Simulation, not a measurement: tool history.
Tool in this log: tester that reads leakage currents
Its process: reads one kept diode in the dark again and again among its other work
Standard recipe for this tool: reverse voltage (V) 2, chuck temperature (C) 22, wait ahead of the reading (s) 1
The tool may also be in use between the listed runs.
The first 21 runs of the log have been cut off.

run	day	reverse voltage (V)	chuck temperature (C)	wait ahead of the reading (s)	current that the tester gives (pA)
22	47.579	16.35	32	1.13	424.06
# day 50.054: chuck's temperature calibrated
23	50.221	3.07	32	1.13	191.15
24	51.817	7.26	32	1.66	277.25
25	54.729	7.26	24	0.4	156.44
26	57.808	8.28	24	3.03	164.96
27	60.267	4.04	32	0.62	219.75
28	63.342	3.7	53	0.78	977.56
29	65.708	5.22	22	4.27	116.89

For run 30, what comes out?
30	67.408	3.45	34	1	?

{"run 30": {"current that the tester gives (pA)": 241.84}}
Had the tool carried no hidden state, the very same run would have given current that the tester gives (pA) 220.85.
